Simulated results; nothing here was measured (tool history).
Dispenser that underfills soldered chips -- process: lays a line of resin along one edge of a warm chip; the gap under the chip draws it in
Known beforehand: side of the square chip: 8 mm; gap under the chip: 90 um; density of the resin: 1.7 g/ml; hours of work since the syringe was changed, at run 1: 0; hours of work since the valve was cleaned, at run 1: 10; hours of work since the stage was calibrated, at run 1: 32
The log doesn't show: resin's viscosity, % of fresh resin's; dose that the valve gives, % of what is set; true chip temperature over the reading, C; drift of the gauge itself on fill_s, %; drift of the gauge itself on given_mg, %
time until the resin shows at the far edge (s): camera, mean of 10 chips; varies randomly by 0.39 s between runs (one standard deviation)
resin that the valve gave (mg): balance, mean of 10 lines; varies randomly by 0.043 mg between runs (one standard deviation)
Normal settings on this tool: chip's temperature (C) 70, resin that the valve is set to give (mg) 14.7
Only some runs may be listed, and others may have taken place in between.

run   hour  chip's temperature (C)  resin that the valve is set to give (mg)  hours of work since the syringe was changed  hours of work since the valve was cleaned  hours of work since the stage was calibrated  time until the resin shows at the far edge (s)  resin that the valve gave (mg)
  1      0                      70                                      14.7                                            0                                         10                                            32                                            25.3                           14.55
  2    4.1                      70                                      15.2                                            3                                         13                                            34                                            27.8                           15.05
       7.8  -- new syringe of resin
  3   12.5                      70                                      14.7                                            3                                         18                                            39                                              28                           14.49
        16  -- new syringe of resin
  4   20.3                      70                                      14.7                                            3                                         23                                            44                                            26.5                           14.49
      24.2  -- new syringe of resin
  5   28.1                      74                                      14.7                                            3                                         28                                            49                                            22.5                           14.39
      32.7  -- new syringe of resin
  6   36.4                      74                                      14.7                                            2                                         33                                            54                                            21.6                           14.29
      41.2  -- new syringe of resin
  7     45                      74                                      14.7                                            2                                         38                                            60                                            22.2                           14.37
      49.6  -- new syringe of resin
  8   51.8                      70                                      18.3                                            1                                         43                                            64                                            25.6                           17.76
  9     57                      70                                      14.7                                            5                                         46                                            67                                            29.5                           14.19
        58  -- new syringe of resin
 10   62.4                      70                                        19                                            3                                         49                                            70                                            26.3                           18.39
      66.7  -- new syringe of resin
 11   68.9                      70                                        19                                            1                                         53                                            74                                            25.4                           18.34
      75.4  -- dispensing valve cleaned and set on the balance
      76.3  -- new syringe of resin
 12     77                      70                                        19                                            0                                          1                                            79                                            24.3                           19.13
 13   82.9                      70                                        19                                            4                                          5                                            83                                            27.4                           18.95
      84.6  -- new syringe of resin
 14   87.5                      70                                        19                                            2                                          7                                            85                                            25.4                           18.89
      93.4  -- new syringe of resin
 15   93.7                      70                                      19.1                                            0                                         11                                            89                                            24.5                           18.93
 16  100.8                      70                                      19.1                                            5                                         16                                            94                                            28.2                           18.94
       102  -- new syringe of resin
 17  105.7                      70                                      19.1                                            2                                         19                                            97                                            26.9                           19.03
     110.9  -- new syringe of resin
 18  111.4                      70                                      14.8                                            0                                         22                                           100                                            24.6                           14.62
     119.2  -- new syringe of resin
 19  119.2                      81                                      14.2                                            0                                         27                                           105                                            14.6                           13.91
 20  124.9                      83                                      14.7                                            4                                         31                                           109                                            14.9                           14.46
     127.5  -- new syringe of resin
 21  131.9                      77                                      14.4                                            3                                         35                                           113                                            19.6                           14.05
 22  135.4                      77                                      12.8                                            5                                         37                                           115                                            21.1                           12.43
     136.1  -- new syringe of resin
 23  140.7                      77                                      12.8                                            3                                         40                                           118                                            19.8                           12.45
     144.8  -- new syringe of resin
 24    149                      57                                      17.6                                            3                                         46                                           124                                            54.4                           17.13
 25  152.4                      77                                        15                                            5                                         48                                           126                                            20.2                           14.51
     153.1  -- new syringe of resin
 26  158.5                      58                                        15                                            4                                         52                                           130                                            55.7                           14.51
     161.4  -- new syringe of resin
 27  164.1                      58                                        15                                            2                                         55                                           133                                            51.2                           14.41
     167.6  -- dispensing valve cleaned and set on the balance
 28  169.7                      84                                        18                                            5                                          1                                           136                                            14.4                           17.87
     170.6  -- new syringe of resin
 29  175.2                      84                                        18                                            3                                          5                                           139                                            13.6                           17.97
     179.5  -- new syringe of resin
 30  182.7                      83                                      14.7                                            2                                          9                                           144                                              14                           14.65
 31  187.1                      55                                      15.6                                            5                                         12                                           147                                            67.9                           15.37
       188  -- new syringe of resin
 32  193.5                      69                                      17.9                                            4                                         16                                           151                                            29.6                           17.69
     196.2  -- new syringe of resin
 33  197.5                      65                                      14.8                                            1                                         19                                           153                                            34.8                           14.62
     204.9  -- new syringe of resin
 34  205.8                      81                                      18.8                                            1                                         24                                           158                                            13.8                           18.58

Here are 3 independent what-if runs from the current tool condition. What would each one return?
  A  209.7                      63                                      14.3                                            3                                         26                                           161                                               ?                               ?
  B  209.7                      82                                      16.2                                            3                                         26                                           161                                               ?                               ?
  C  209.7                      84                                      17.3                                            3                                         26                                           161                                               ?                               ?

run  time until the resin shows at the far edge (s)  resin that the valve gave (mg)
  A                                            40.8                           14.01
  B                                            15.2                           15.89
  C                                            13.4                           16.95
Without the tool's hidden state the same runs would have given:
run  time until the resin shows at the far edge (s)  resin that the valve gave (mg)
  A                                            35.7                           14.29
  B                                            13.3                            16.2
  C                                            11.7                           17.29

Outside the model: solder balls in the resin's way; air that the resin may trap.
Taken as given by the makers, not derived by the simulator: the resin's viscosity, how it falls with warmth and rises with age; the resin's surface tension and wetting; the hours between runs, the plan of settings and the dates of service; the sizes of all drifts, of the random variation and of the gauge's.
